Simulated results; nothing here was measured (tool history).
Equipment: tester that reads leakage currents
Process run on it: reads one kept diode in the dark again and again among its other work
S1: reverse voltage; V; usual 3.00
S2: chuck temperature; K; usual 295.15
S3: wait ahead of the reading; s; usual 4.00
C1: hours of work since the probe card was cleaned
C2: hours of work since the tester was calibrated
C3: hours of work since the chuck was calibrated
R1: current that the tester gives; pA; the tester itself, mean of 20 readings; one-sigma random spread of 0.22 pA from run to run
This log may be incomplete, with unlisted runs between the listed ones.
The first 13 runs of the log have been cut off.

At hour 2183.4: tester calibrated, once more.
Run 14, hour 2363.9: usual settings; C1 1171; C2 114; C3 508. Result: R1 77.21 pA.
Run 15, hour 2471.1: usual settings but S3 1.47 s; C1 1238; C2 182; C3 576. Result: R1 77.09 pA.
At hour 2609.9: probe card cleaned and baked.
Run 16, hour 2609.9: usual settings but S3 1.47 s; C1 0; C2 267; C3 662. Result: R1 74.42 pA.
Run 17, hour 2770.6: usual settings but S2 319.15 K, S3 1.47 s; C1 101; C2 369; C3 763. Result: R1 505.63 pA.
Run 18, hour 2926.6: usual settings but S2 329.15 K; C1 200; C2 467; C3 862. Result: R1 1050.26 pA.
Run 19, hour 3072.7: usual settings but S2 329.15 K; C1 292; C2 559; C3 954. Result: R1 1048.85 pA.
Run 20, hour 3253.3: usual settings but S1 1.22 V, S2 330.15 K, S3 3.67 s; C1 406; C2 673; C3 1068. Result: R1 765.96 pA.
Run 21, hour 3453.4: usual settings but S1 1.22 V, S2 330.15 K, S3 3.67 s; C1 532; C2 800; C3 1194. Result: R1 765.40 pA.
Run 22, hour 3573.7: usual settings but S1 1.22 V, S2 330.15 K, S3 3.67 s; C1 608; C2 875; C3 1270. Result: R1 767.36 pA.
Run 23, hour 3694.7: usual settings but S1 7.63 V, S2 305.15 K, S3 5.31 s; C1 685; C2 952; C3 1346. Result: R1 263.44 pA.
Run 24, hour 3825.4: usual settings but S1 1.61 V, S2 305.15 K, S3 5.31 s; C1 767; C2 1034; C3 1429. Result: R1 135.46 pA.
Run 25, hour 3979.0: usual settings but S1 1.61 V, S2 305.15 K, S3 5.31 s; C1 864; C2 1131; C3 1526. Result: R1 136.13 pA.
At hour 4113.7: chuck's temperature calibrated.
Run 26, hour 4138.0: usual settings but S1 1.61 V, S2 305.15 K, S3 5.31 s; C1 963; C2 1230; C3 15. Result: R1 129.49 pA.
Run 27, hour 4323.3: usual settings but S2 323.15 K; C1 1080; C2 1347; C3 132. Result: R1 673.80 pA.
Run 28, hour 4523.5: usual settings but S1 7.96 V, S3 5.01 s; C1 1206; C2 1473; C3 259. Result: R1 119.84 pA.
At hour 4702.7: probe card cleaned and baked.
Run 29, hour 4766.2: usual settings but S1 7.96 V, S3 5.01 s; C1 40; C2 1625; C3 410. Result: R1 111.77 pA.
Run 30, hour 5005.3: usual settings but S1 6.21 V, S2 308.15 K, S3 0.46 s; C1 191; C2 1776; C3 561. Result: R1 299.50 pA.
Run 31, hour 5151.7: usual settings but S1 6.21 V, S2 308.15 K, S3 0.46 s; C1 283; C2 1868; C3 653. Result: R1 300.71 pA.
Run 32, hour 5295.6: usual settings but S1 6.21 V, S2 308.15 K, S3 0.46 s; C1 374; C2 1959; C3 744. Result: R1 302.09 pA.
Run 33, hour 5491.8: usual settings but S1 3.81 V, S3 2.66 s; C1 498; C2 2083; C3 868. Result: R1 84.44 pA.
At hour 5534.7: tester calibrated.
Run 34, hour 5639.2: usual settings but S1 10.19 V, S2 318.15 K, S3 0.40 s; C1 590; C2 66; C3 959. Result: R1 803.39 pA.
Run 35, hour 5741.6: usual settings but S1 10.19 V, S2 318.15 K, S3 0.40 s; C1 654; C2 131; C3 1024. Result: R1 806.88 pA.
Run 36, hour 5905.9: usual settings but S1 2.41 V, S2 326.15 K, S3 0.49 s; C1 758; C2 234; C3 1128. Result: R1 771.60 pA.
Run 37, hour 6007.9: usual settings but S1 11.83 V, S2 305.15 K, S3 0.92 s; C1 822; C2 299; C3 1192. Result: R1 320.46 pA.
Run 38, hour 6194.0: usual settings but S1 11.83 V, S2 305.15 K, S3 0.92 s; C1 940; C2 416; C3 1310. Result: R1 322.98 pA.

Forecast each of these 3 alternatives for the next run:
Run A, hour 6320.3: usual settings but S2 332.15 K, S3 1.68 s; C1 1019; C2 496; C3 1389. Result: R1 ?.
Run B, hour 6320.3: usual settings but S1 16.60 V, S2 305.15 K, S3 6.49 s; C1 1019; C2 496; C3 1389. Result: R1 ?.
Run C, hour 6320.3: usual settings but S1 4.55 V, S2 333.15 K, S3 1.32 s; C1 1019; C2 496; C3 1389. Result: R1 ?.

run       R1
  A  1299.57
  B   378.57
  C  1660.33
Take away the tool's hidden state, keep each run's random variation, and the runs would have read:
run       R1
  A  1252.26
  B   349.34
  C  1599.63
